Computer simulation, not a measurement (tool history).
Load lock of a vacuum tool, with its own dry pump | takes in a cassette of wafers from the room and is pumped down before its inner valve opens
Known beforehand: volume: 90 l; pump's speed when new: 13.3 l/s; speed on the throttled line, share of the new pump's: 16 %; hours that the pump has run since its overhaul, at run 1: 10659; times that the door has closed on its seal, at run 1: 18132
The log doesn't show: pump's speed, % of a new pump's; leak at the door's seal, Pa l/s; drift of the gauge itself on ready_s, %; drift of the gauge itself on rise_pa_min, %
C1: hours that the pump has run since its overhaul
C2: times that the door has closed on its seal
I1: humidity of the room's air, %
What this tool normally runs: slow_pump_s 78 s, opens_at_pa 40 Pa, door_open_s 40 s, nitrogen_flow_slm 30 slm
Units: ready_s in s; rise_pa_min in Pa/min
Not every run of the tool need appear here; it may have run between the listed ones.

Run 1, hour 0: usual settings; C1 10659; C2 18132; I1 47.7. Result: ready_s 126.2 s, rise_pa_min 0.103 Pa/min.
Run 2, hour 401.9: usual settings; C1 11060; C2 20136; I1 46. Result: ready_s 127.8 s, rise_pa_min 0.12 Pa/min.
At hour 780.7: door's seal changed, seat wiped.
Run 3, hour 824.3: usual settings but opens_at_pa 56 Pa; C1 11481; C2 217; I1 43.7. Result: ready_s 126.2 s, rise_pa_min 0.025 Pa/min.
Run 4, hour 1314.7: usual settings but opens_at_pa 56 Pa; C1 11972; C2 2663; I1 44.8. Result: ready_s 125.4 s, rise_pa_min 0.031 Pa/min.
Run 5, hour 1522.9: usual settings but opens_at_pa 56 Pa; C1 12180; C2 3701; I1 48.3. Result: ready_s 126.4 s, rise_pa_min 0.033 Pa/min.
Run 6, hour 2014: usual settings; C1 12671; C2 6150; I1 46.5. Result: ready_s 128.8 s, rise_pa_min 0.044 Pa/min.
Run 7, hour 2365.4: usual settings; C1 13022; C2 7902; I1 43.2. Result: ready_s 129.3 s, rise_pa_min 0.046 Pa/min.
Run 8, hour 2785.4: usual settings; C1 13442; C2 9996; I1 48.6. Result: ready_s 130.4 s, rise_pa_min 0.064 Pa/min.
Run 9, hour 3061.1: usual settings; C1 13718; C2 11371; I1 44.4. Result: ready_s 130.7 s, rise_pa_min 0.069 Pa/min.
Run 10, hour 3513.7: usual settings; C1 14171; C2 13628; I1 48.8. Result: ready_s 130.9 s, rise_pa_min 0.079 Pa/min.
Run 11, hour 4006.5: usual settings; C1 14663; C2 16085; I1 48.2. Result: ready_s 131.4 s, rise_pa_min 0.098 Pa/min.
Run 12, hour 4440: usual settings but nitrogen_flow_slm 6 slm; C1 15097; C2 18246; I1 45. Result: ready_s 131 s, rise_pa_min 0.122 Pa/min.
Run 13, hour 4771.8: usual settings but nitrogen_flow_slm 6 slm; C1 15429; C2 19901; I1 44.7. Result: ready_s 130.8 s, rise_pa_min 0.143 Pa/min.
At hour 4807.7: dry pump taken out, an overhauled one fitted.
Run 14, hour 5099.8: usual settings but slow_pump_s 60 s, opens_at_pa 46 Pa; C1 292; C2 21506; I1 46.8. Result: ready_s 103.4 s, rise_pa_min 0.142 Pa/min.
At hour 5221.9: door's seal changed, seat wiped.
Run 15, hour 5377: usual settings but slow_pump_s 60 s, opens_at_pa 47 Pa, door_open_s 43 s; C1 568; C2 773; I1 46.5. Result: ready_s 102.5 s, rise_pa_min 0.032 Pa/min.
Run 16, hour 5711.5: usual settings but slow_pump_s 80 s; C1 902; C2 2441; I1 44.2. Result: ready_s 120.8 s, rise_pa_min 0.032 Pa/min.
Run 17, hour 6086: usual settings but slow_pump_s 96 s, opens_at_pa 68 Pa, door_open_s 232 s, nitrogen_flow_slm 34 slm; C1 1277; C2 4308; I1 47.9. Result: ready_s 131 s, rise_pa_min 0.066 Pa/min.
Run 18, hour 6522.9: usual settings but slow_pump_s 109 s, opens_at_pa 43 Pa, door_open_s 61 s, nitrogen_flow_slm 8 slm; C1 1714; C2 6487; I1 42.2. Result: ready_s 145.7 s, rise_pa_min 0.06 Pa/min.
Run 19, hour 6798.2: usual settings but slow_pump_s 109 s, opens_at_pa 43 Pa, door_open_s 61 s, nitrogen_flow_slm 8 slm; C1 1989; C2 7859; I1 45.9. Result: ready_s 144.6 s, rise_pa_min 0.064 Pa/min.
Run 20, hour 7280.5: usual settings but slow_pump_s 109 s, opens_at_pa 43 Pa, door_open_s 61 s, nitrogen_flow_slm 8 slm; C1 2471; C2 10264; I1 45.7. Result: ready_s 144.3 s, rise_pa_min 0.081 Pa/min.
Run 21, hour 7629.4: usual settings but door_open_s 125 s; C1 2820; C2 12004; I1 45.2. Result: ready_s 119.9 s, rise_pa_min 0.086 Pa/min.
Run 22, hour 7949.3: usual settings but slow_pump_s 77 s, door_open_s 115 s, nitrogen_flow_slm 35 slm; C1 3140; C2 13599; I1 45.4. Result: ready_s 120.4 s, rise_pa_min 0.093 Pa/min.
Run 23, hour 8423: usual settings but slow_pump_s 77 s, opens_at_pa 62 Pa, door_open_s 115 s, nitrogen_flow_slm 25 slm; C1 3614; C2 15961; I1 45.3. Result: ready_s 117.3 s, rise_pa_min 0.113 Pa/min.
Run 24, hour 8841.1: usual settings but slow_pump_s 77 s, opens_at_pa 62 Pa, door_open_s 115 s, nitrogen_flow_slm 25 slm; C1 4032; C2 18046; I1 46.2. Result: ready_s 118.2 s, rise_pa_min 0.131 Pa/min.

Predict each of these 3 candidate next runs independently; none follows another, all start after run 24:
Run A, hour 9139.9: usual settings but opens_at_pa 64 Pa, door_open_s 39 s; C1 4331; C2 19536; I1 44.4. Result: ready_s ?, rise_pa_min ?.
Run B, hour 9139.9: usual settings but opens_at_pa 71 Pa, door_open_s 74 s; C1 4331; C2 19536; I1 43.9. Result: ready_s ?, rise_pa_min ?.
Run C, hour 9139.9: usual settings but slow_pump_s 73 s; C1 4331; C2 19536; I1 44.7. Result: ready_s ?, rise_pa_min ?.

run  ready_s  rise_pa_min
  A    116.7        0.127
  B    117.1         0.14
  C      117        0.128
Take away the tool's hidden state, keep each run's random variation, and the runs would have read:
run  ready_s  rise_pa_min
  A    114.1        0.024
  B    114.6        0.036
  C    114.1        0.026

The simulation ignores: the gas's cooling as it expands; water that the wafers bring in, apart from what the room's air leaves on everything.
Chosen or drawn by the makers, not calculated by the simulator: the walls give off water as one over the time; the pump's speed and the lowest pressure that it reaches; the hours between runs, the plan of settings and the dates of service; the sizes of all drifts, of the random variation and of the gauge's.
